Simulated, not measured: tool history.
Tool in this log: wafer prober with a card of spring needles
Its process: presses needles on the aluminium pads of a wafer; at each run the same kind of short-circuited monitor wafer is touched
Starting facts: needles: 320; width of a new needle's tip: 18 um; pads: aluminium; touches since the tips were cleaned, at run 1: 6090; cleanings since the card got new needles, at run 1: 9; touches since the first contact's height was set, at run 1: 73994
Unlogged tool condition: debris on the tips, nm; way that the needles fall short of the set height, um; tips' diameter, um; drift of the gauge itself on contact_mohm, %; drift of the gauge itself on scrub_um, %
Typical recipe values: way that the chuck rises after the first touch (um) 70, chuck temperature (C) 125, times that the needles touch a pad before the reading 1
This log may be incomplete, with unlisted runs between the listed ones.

run   hour  way that the chuck rises after the first touch (um)  chuck temperature (C)  times that the needles touch a pad before the reading  touches since the tips were cleaned  cleanings since the card got new needles  touches since the first contact's height was set  resistance of one needle with its contact and lead (mohm)  way that a needle slides on the pad (um)
  1    0.0                                                   70                    125                                                      1                                 6090                                         9                                             73994                                                        384                                     12.36
       1.7  -- tips cleaned on abrasive film
  2   12.0                                                   70                    125                                                      1                                 3843                                        10                                             78424                                                        432                                     12.33
      20.0  -- tips cleaned on abrasive film
  3   20.0                                                   70                    125                                                      1                                   16                                        11                                             81356                                                        265                                     12.31
      30.6  -- tips cleaned on abrasive film, once more
  4   34.8                                                   70                    125                                                      1                                 1582                                        12                                             86817                                                        305                                     12.29
  5   42.8                                                   70                    125                                                      1                                 4553                                        12                                             89788                                                        366                                     12.32
      49.1  -- tips cleaned on abrasive film
      51.9  -- height of the first contact set anew
  6   58.6                                                   70                    125                                                      1                                 3423                                        13                                              2506                                                        341                                     12.51
      67.8  -- tips cleaned on abrasive film
  7   76.2                                                   70                    125                                                      1                                 3108                                        14                                              8987                                                        342                                     12.51
      86.6  -- tips cleaned on abrasive film
  8   89.7                                                   70                    125                                                      1                                 1134                                        15                                             13962                                                        301                                     12.50
     105.4  -- tips cleaned on abrasive film
  9  107.0                                                   70                    125                                                      1                                  597                                        16                                             20342                                                        278                                     12.47
     123.6  -- tips cleaned on abrasive film
 10  124.5                                                   53                    125                                                      1                                  318                                        17                                             26813                                                        290                                      9.41
     142.5  -- tips cleaned on abrasive film
 11  142.6                                                   70                    125                                                      1                                   14                                        18                                             33496                                                        255                                     12.45
 12  153.2                                                   70                    125                                                      1                                 3979                                        18                                             37461                                                        359                                     12.45
     160.7  -- tips cleaned on abrasive film
 13  161.7                                                   80                    125                                                      1                                  376                                        19                                             40560                                                        265                                     14.23
 14  174.2                                                   80                    125                                                      1                                 5019                                        19                                             45203                                                        344                                     14.24
     178.9  -- tips cleaned on abrasive film
 15  183.4                                                   80                    125                                                      1                                 1658                                        20                                             48591                                                        297                                     14.20
     197.0  -- tips cleaned on abrasive film
 16  201.8                                                   75                    125                                                      1                                 1773                                        21                                             55386                                                        308                                     13.29
 17  214.2                                                   70                    125                                                      1                                 6380                                        21                                             59993                                                        392                                     12.38
     215.9  -- tips cleaned on abrasive film
 18  230.1                                                   70                     54                                                      2                                 5289                                        22                                             65869                                                        320                                     12.34
     234.3  -- tips cleaned on abrasive film
 19  238.6                                                   74                     74                                                      3                                 1598                                        23                                             68984                                                        257                                     13.08
     252.6  -- tips cleaned on abrasive film
 20  258.1                                                   74                    125                                                      1                                 2050                                        24                                             76193                                                        305                                     13.07
 21  267.3                                                   74                     37                                                      1                                 5462                                        24                                             79605                                                        363                                     13.07
     271.1  -- tips cleaned on abrasive film
 22  283.0                                                   73                     27                                                      1                                 4434                                        25                                             85403                                                        356                                     12.87
     289.8  -- tips cleaned on abrasive film
 23  297.5                                                   73                     27                                                      1                                 2849                                        26                                             90752                                                        331                                     12.85
     303.6  -- height of the first contact set anew
     308.6  -- tips cleaned on abrasive film
 24  312.4                                                   73                     27                                                      1                                 1403                                        27                                              3233                                                        282                                     13.02
 25  324.3                                                   73                     27                                                      1                                 5801                                        27                                              7631                                                        365                                     13.03
     326.6  -- tips cleaned on abrasive film
 26  341.5                                                   70                    125                                                      2                                 5505                                        28                                             13987                                                        329                                     12.48
     345.0  -- tips cleaned on abrasive film
 27  356.5                                                   70                    125                                                      2                                 4249                                        29                                             19518                                                        323                                     12.48
     363.4  -- tips cleaned on abrasive film
 28  368.7                                                   52                     32                                                      2                                 1974                                        30                                             24039                                                        323                                      9.24
     382.2  -- tips cleaned on abrasive film
 29  386.7                                                   59                     33                                                      2                                 1657                                        31                                             30671                                                        295                                     10.48
 30  395.1                                                   58                     35                                                      1                                 4789                                        31                                             33803                                                        450                                     10.30
     400.5  -- tips cleaned on abrasive film
 31  411.7                                                   58                     45                                                      1                                 4133                                        32                                             39916                                                        425                                     10.29
     419.3  -- tips cleaned on abrasive film
 32  427.8                                                   52                     61                                                      1                                 3134                                        33                                             45857                                                        430                                      9.19
 33  437.1                                                   67                     61                                                      1                                 6619                                        33                                             49342                                                        408                                     11.87

Table of differences, measured result less the result of that run with no hidden state. Run-to-run variation is the same in both. Gauge scatter possibly is not:
run  resistance of one needle with its contact and lead (mohm)  way that a needle slides on the pad (um)
  1                                                       +140                                     -0.15
  2                                                       +188                                     -0.19
  3                                                        +20                                     -0.20
  4                                                        +62                                     -0.22
  5                                                       +122                                     -0.22
  6                                                        +98                                     +0.00
  7                                                        +97                                     -0.01
  8                                                        +58                                     -0.03
  9                                                        +31                                     -0.04
 10                                                        +38                                     -0.06
 11                                                        +11                                     -0.08
 12                                                       +112                                     -0.08
 13                                                        +21                                     -0.09
 14                                                       +103                                     -0.09
 15                                                        +55                                     -0.11
 16                                                        +65                                     -0.13
 17                                                       +147                                     -0.13
 18                                                        +91                                     -0.15
 19                                                        +26                                     -0.16
 20                                                        +65                                     -0.18
 21                                                       +141                                     -0.18
 22                                                       +139                                     -0.19
 23                                                       +110                                     -0.21
 24                                                        +63                                     -0.02
 25                                                       +150                                     -0.02
 26                                                        +83                                     -0.03
 27                                                        +77                                     -0.05
 28                                                        +90                                     -0.07
 29                                                        +69                                     -0.08
 30                                                       +221                                     -0.08
 31                                                       +197                                     -0.09
 32                                                       +196                                     -0.11
 33                                                       +178                                     -0.11
